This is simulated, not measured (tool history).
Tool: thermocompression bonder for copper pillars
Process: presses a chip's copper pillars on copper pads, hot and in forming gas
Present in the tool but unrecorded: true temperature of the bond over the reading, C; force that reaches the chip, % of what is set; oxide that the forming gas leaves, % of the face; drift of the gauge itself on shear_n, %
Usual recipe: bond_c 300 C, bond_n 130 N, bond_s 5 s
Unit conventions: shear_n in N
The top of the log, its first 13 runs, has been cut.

run    day  bond_c  bond_n  bond_s  hours of work since the heater was calibrated  hours of work since the force cell was calibrated  hours of work since the gas filter was changed  shear_n
 14  6.554     300     130       5                                            264                                                208                                              42     49.4
 15  6.971     300     130       5                                            269                                                213                                              47     49.5
 16  7.321     291     130       5                                            273                                                217                                              51       46
 17  7.958     291     130       5                                            280                                                224                                              58     46.4
 18  8.471     291      88       5                                            286                                                230                                              64     36.9
 19  8.812     291     159       5                                            290                                                233                                              67       51
 20  9.362     300     161       5                                            296                                                240                                              74     54.9
 21  9.642     313     118       5                                            299                                                243                                              77     54.9

Predict the results of run 22:
 22  9.929     313     118       5                                            303                                                246                                              80        ?

{"run 22": {"shear_n": 53.6}}
Take away the tool's hidden state, keep the run-to-run variation as it was, and the same run would have given shear_n 53.6 N.
